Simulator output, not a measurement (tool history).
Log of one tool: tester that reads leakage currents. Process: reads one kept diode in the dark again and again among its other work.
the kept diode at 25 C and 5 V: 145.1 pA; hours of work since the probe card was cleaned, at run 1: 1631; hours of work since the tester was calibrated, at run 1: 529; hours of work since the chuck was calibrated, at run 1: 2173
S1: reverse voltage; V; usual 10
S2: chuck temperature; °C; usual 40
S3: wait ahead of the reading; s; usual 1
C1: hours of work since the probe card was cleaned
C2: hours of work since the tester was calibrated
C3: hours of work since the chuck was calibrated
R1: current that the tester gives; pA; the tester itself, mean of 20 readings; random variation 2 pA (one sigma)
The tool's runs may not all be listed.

run,day,S1,S2,S3,C1,C2,C3,R1
1,0,10,40,1,1631,529,2173,694.95
2,5.4,10,40,1,1723,621,2266,696.61
3,12.242,10,40,1,1840,738,2382,706.84
4,17.908,10,40,1,1937,835,2479,705.85
# day 19.8: chuck's temperature calibrated
5,22.846,10,40,1,2019,917,52,722.26
6,30.925,10,40,1,2157,1055,190,721.69
7,40.162,10,40,1,2315,1213,347,727.03
8,49.908,10,40,1,2481,1379,514,727.59
9,56.608,10,40,1,2596,1494,628,735.81
10,67.683,10,40,0.56,2785,1683,817,741.42
11,73.517,10,40,0.56,2884,1782,917,745.18
12,80.529,10,40,0.56,3004,1902,1036,747.9
# day 85.888: chuck's temperature calibrated, once more
# day 90.5: tester calibrated
# day 91.221: probe card cleaned and baked
13,91.221,2.6,40,1,0,10,87,332.36
14,102.004,10,40,1,184,194,271,654.45
15,108.312,10,40,1,292,302,379,658.14
16,113.962,10,40,1,388,398,476,664.71
17,123.388,10,40,4.33,549,559,636,667.46
18,130.792,10,40,4.33,675,685,763,668.6
19,141.312,10,40,4.33,855,865,942,674.24
20,153.025,10,40,4.33,1055,1065,1142,674.69
21,160.721,10,40,4.33,1186,1196,1273,680.46
22,167.054,19.1,26,0.92,1294,1304,1381,341.35
23,172.496,19.1,26,0.92,1387,1397,1474,341.83
24,182.988,2.5,55,0.55,1566,1576,1653,980.35
25,193.267,2.5,55,0.55,1741,1751,1829,981.11
26,200.679,7,40,0.55,1868,1878,1955,584.78
27,208.125,14.8,54,1,1995,2005,2082,2247.79
# day 211.242: tester calibrated
28,215.192,3.5,35,1,2114,67,2201,283.44
29,225.933,3.5,45,1,2297,251,2385,584.35
30,232.588,3.5,45,1,2411,364,2498,588.77
# day 233.308: chuck's temperature calibrated
31,242.612,1.4,52,0.66,2580,534,159,581.4
32,254.475,1.3,40,1.51,2783,736,361,243.1
33,260.462,1.3,38,1.51,2885,838,463,211.48
34,269.642,4.1,21,1.35,3041,995,620,107.56
35,276.979,16.8,34,1,3167,1120,745,601.16
# day 277.754: probe card cleaned and baked
36,283.925,3.5,31,1,105,1237,862,202.48
37,293.588,3.5,31,1,270,1402,1026,204.19
38,298.625,3.5,31,1,356,1487,1112,203.53

4 ways to go on from here, each from the tool as it stands after run 38. What would each give?
A,309.517,3.5,51,1,542,1673,1298,?
B,309.517,3.2,51,0.59,542,1673,1298,?
C,309.517,3.5,31,1.05,542,1673,1298,?
D,309.517,18.9,40,3.66,542,1673,1298,?

run,R1
A,876.08
B,840.19
C,205.66
D,938.63
Without the tool's hidden state the same runs would have given:
run,R1
A,845.42
B,810.87
C,196.71
D,897.72
